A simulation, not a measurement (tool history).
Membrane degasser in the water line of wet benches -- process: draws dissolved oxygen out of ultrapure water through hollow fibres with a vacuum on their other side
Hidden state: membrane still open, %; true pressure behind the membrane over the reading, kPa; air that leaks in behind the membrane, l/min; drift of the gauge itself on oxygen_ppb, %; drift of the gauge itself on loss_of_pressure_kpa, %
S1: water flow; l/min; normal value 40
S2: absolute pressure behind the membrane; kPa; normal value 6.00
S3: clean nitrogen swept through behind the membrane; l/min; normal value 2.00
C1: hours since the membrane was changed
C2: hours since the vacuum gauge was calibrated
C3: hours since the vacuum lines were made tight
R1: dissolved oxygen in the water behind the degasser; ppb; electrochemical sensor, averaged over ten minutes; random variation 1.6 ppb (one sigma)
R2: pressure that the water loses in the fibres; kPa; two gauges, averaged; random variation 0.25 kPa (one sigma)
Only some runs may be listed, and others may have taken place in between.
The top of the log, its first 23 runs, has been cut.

run,hour,S1,S2,S3,C1,C2,C3,R1,R2
24,4209.1,60,3.68,1.18,6872,1408,14707,191.1,102.34
25,4422.5,60,3.68,1.18,7085,1621,14920,191.8,102.48
26,4544.5,60,3.68,1.18,7207,1743,15042,190.3,101.79
27,4747.7,63,9.91,3.76,7410,1946,15245,401.3,108.03
28,4926.9,33,4.95,3.21,7590,2125,15425,63.1,56.21
29,5040.9,33,4.95,3.21,7704,2239,15538,64.1,56.00
30,5154.7,53,8.41,2.98,7817,2353,15652,300.3,90.76
31,5397.0,53,8.41,2.98,8060,2596,15895,302.8,90.83

Forecast each of these 3 alternatives for the next run:
# hour 5530.9: seals of the vacuum lines changed
A,5530.9,25,6.00,1.83,8192,2727,0,?,?
# hour 5530.9: seals of the vacuum lines changed
B,5530.9,42,6.86,2.00,8192,2727,0,?,?
# hour 5530.9: seals of the vacuum lines changed
C,5530.9,38,7.67,2.98,8192,2727,0,?,?

run,R1,R2
A,97.3,42.84
B,220.2,72.20
C,162.4,65.27
Take away the tool's hidden state, keep each run's random variation, and the runs would have read:
run,R1,R2
A,91.6,41.23
B,205.6,69.51
C,152.5,62.82
